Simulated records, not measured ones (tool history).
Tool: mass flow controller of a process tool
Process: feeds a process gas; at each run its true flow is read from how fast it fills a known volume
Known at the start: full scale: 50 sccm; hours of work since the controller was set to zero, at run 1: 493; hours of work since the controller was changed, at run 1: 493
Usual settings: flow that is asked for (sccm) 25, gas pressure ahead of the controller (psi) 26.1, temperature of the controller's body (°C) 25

run     hour  flow that is asked for (sccm)  gas pressure ahead of the controller (psi)  temperature of the controller's body (°C)  hours of work since the controller was set to zero  hours of work since the controller was changed  true flow (%)
  1        0                             25                                        26.1                                         25                                                 493                                             493          98.09
  2    405.1                             25                                        26.1                                         29                                                 782                                             782          98.32
  3    704.2                             11                                        26.1                                         25                                                 996                                             996          96.48
  4    875.6                             11                                        26.1                                         25                                                1118                                            1118          96.41
  5   1188.4                             11                                        26.1                                         25                                                1342                                            1342          96.25
  6   1439.2                             25                                        26.1                                         25                                                1521                                            1521          97.91
  7   1636.8                             25                                        26.1                                         25                                                1662                                            1662          98.04
  8     1947                             25                                        23.9                                         25                                                1884                                            1884          98.07
  9   2149.7                             25                                        23.9                                         25                                                2028                                            2028           98.1
 10   2535.7                             25                                        23.9                                         26                                                2304                                            2304          98.07
 11   2818.4                             25                                        26.1                                         25                                                2506                                            2506          97.88
 12   3216.2                             25                                        26.1                                         25                                                2790                                            2790           97.7
 13   3478.2                             25                                        26.1                                         25                                                2977                                            2977          97.82
 14   3800.7                             25                                        26.1                                         25                                                3207                                            3207          97.74
 15     4169                             25                                        26.1                                         25                                                3470                                            3470          97.82
 16   4445.3                             25                                        26.1                                         25                                                3668                                            3668          97.77
 17   4842.3                             25                                        26.1                                         25                                                3951                                            3951          97.64
 18   5122.3                             25                                        34.2                                         25                                                4151                                            4151          97.36
 19   5432.3                             25                                        26.1                                         25                                                4373                                            4373          97.68
 20   5642.4                             25                                        26.1                                         25                                                4523                                            4523          97.69
 21   5864.8                             25                                        26.1                                         25                                                4682                                            4682          97.64
 22   6249.7                             25                                        26.1                                         25                                                4956                                            4956           97.6
 23   6562.3                             25                                        26.1                                         25                                                5180                                            5180          97.54
 24   6966.6                              9                                        39.5                                         25                                                5468                                            5468          92.52
 25   7246.5                              6                                        33.8                                         34                                                5668                                            5668           90.3
 26   7646.9                             25                                        20.9                                         25                                                5954                                            5954          97.65
 27   7878.8                             25                                        23.4                                         39                                                6120                                            6120          98.42
 28   8063.4                             16                                        21.3                                         25                                                6252                                            6252          95.67
 29   8473.7                             11                                        33.8                                         32                                                6545                                            6545          93.71
 30   8770.6                              9                                        29.6                                         38                                                6757                                            6757          92.72
 31   9046.8                             13                                        37.1                                         25                                                6954                                            6954             94
 32   9457.3                             23                                        23.4                                         31                                                7247                                            7247          97.53
 33   9776.5                             33                                        37.1                                         27                                                7475                                            7475          98.26
 34     9956                             33                                        37.1                                         27                                                7603                                            7603          98.22
 35  10284.8                             23                                        39.7                                         23                                                7838                                            7838          96.24
 36  10563.1                             10                                        39.7                                         23                                                8037                                            8037          91.38
 37  10754.3                              6                                        39.7                                         29                                                8174                                            8174          86.64
 38  10956.2                              6                                        39.7                                         29                                                8318                                            8318           86.5
 39  11282.2                              6                                        39.7                                         29                                                8551                                            8551          86.17
       11332  -- controller exchanged for a calibrated one
 40  11570.7                              6                                        39.7                                         29                                                 171                                             171          96.49
 41  11854.9                             26                                        26.1                                         32                                                 373                                             373          98.81
 42  12171.3                             26                                        26.1                                         32                                                 599                                             599          98.79
 43  12434.7                             13                                        26.1                                         25                                                 788                                             788          97.04
 44  12766.8                             30                                        26.1                                         25                                                1025                                            1025          98.53
 45  13021.5                              6                                        26.1                                         21                                                1207                                            1207          95.28
 46  13297.3                             37                                        27.3                                         21                                                1404                                            1404          98.85

Forecast each of these 5 alternatives for the next run:
  A  13567.2                             37                                        29.2                                         35                                                1596                                            1596              ?
  B  13567.2                             31                                          28                                         22                                                1596                                            1596              ?
  C  13567.2                              6                                        20.5                                         24                                                1596                                            1596              ?
  D  13567.2                             27                                        30.2                                         31                                                1596                                            1596              ?
  E  13567.2                             25                                        24.4                                         25                                                1596                                            1596              ?

run  true flow (%)
  A          99.67
  B          98.32
  C          95.04
  D          98.52
  E          97.98
Without the tool's hidden state the same runs would have given:
run  true flow (%)
  A          99.71
  B          98.44
  C          97.16
  D          98.71
  E          98.21

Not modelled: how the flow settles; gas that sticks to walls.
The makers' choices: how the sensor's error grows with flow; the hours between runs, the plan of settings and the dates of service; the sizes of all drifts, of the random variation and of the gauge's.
